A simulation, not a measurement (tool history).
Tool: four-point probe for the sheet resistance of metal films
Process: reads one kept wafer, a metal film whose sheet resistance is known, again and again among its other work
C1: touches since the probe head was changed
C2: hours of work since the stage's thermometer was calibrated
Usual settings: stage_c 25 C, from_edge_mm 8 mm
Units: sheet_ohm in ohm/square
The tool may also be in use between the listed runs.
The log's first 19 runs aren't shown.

{"run": 20, "hour": 951.7, "stage_c": 24, "from_edge_mm": 21, "C1": 107984, "C2": 265, "sheet_ohm": 4.970731}
{"run": 21, "hour": 983.0, "stage_c": 24, "from_edge_mm": 21, "C1": 108952, "C2": 278, "sheet_ohm": 4.970161}
{"run": 22, "hour": 1016.9, "stage_c": 27, "from_edge_mm": 21, "C1": 110000, "C2": 292, "sheet_ohm": 4.96626}
{"run": 23, "hour": 1051.3, "stage_c": 34, "from_edge_mm": 21, "C1": 111063, "C2": 306, "sheet_ohm": 4.955141}
{"run": 24, "hour": 1082.9, "stage_c": 34, "from_edge_mm": 21, "C1": 112038, "C2": 318, "sheet_ohm": 4.95695}
{"run": 25, "hour": 1129.6, "stage_c": 34, "from_edge_mm": 21, "C1": 113481, "C2": 338, "sheet_ohm": 4.955337}
{"run": 26, "hour": 1157.2, "stage_c": 25, "from_edge_mm": 24, "C1": 114334, "C2": 349, "sheet_ohm": 4.966765}
{"run": 27, "hour": 1216.0, "stage_c": 19, "from_edge_mm": 23, "C1": 116150, "C2": 373, "sheet_ohm": 4.977515}
{"run": 28, "hour": 1255.3, "stage_c": 29, "from_edge_mm": 8, "C1": 117364, "C2": 389, "sheet_ohm": 4.999097}
{"run": 29, "hour": 1304.6, "stage_c": 25, "from_edge_mm": 6, "C1": 118887, "C2": 409, "sheet_ohm": 5.034753}
{"run": 30, "hour": 1358.0, "stage_c": 25, "from_edge_mm": 6, "C1": 120534, "C2": 431, "sheet_ohm": 5.036164}
{"run": 31, "hour": 1411.9, "stage_c": 29, "from_edge_mm": 7, "C1": 122200, "C2": 453, "sheet_ohm": 5.00905}
{"run": 32, "hour": 1470.2, "stage_c": 25, "from_edge_mm": 55, "C1": 124002, "C2": 477, "sheet_ohm": 4.964402}
{"run": 33, "hour": 1525.4, "stage_c": 25, "from_edge_mm": 55, "C1": 125707, "C2": 499, "sheet_ohm": 4.964141}
{"run": 34, "hour": 1554.7, "stage_c": 27, "from_edge_mm": 6, "C1": 126613, "C2": 511, "sheet_ohm": 5.031725}

Forecast each of these 3 alternatives for the next run:
{"run": "A", "hour": 1605.2, "stage_c": 35, "from_edge_mm": 6, "C1": 128172, "C2": 532, "sheet_ohm": "?"}
{"run": "B", "hour": 1605.2, "stage_c": 19, "from_edge_mm": 6, "C1": 128172, "C2": 532, "sheet_ohm": "?"}
{"run": "C", "hour": 1605.2, "stage_c": 20, "from_edge_mm": 12, "C1": 128172, "C2": 532, "sheet_ohm": "?"}

run=A sheet_ohm=5.021265
run=B sheet_ohm=5.046568
run=C sheet_ohm=4.988215
Without the tool's hidden state the same runs would have given:
run=A sheet_ohm=5.021236
run=B sheet_ohm=5.046541
run=C sheet_ohm=4.988188
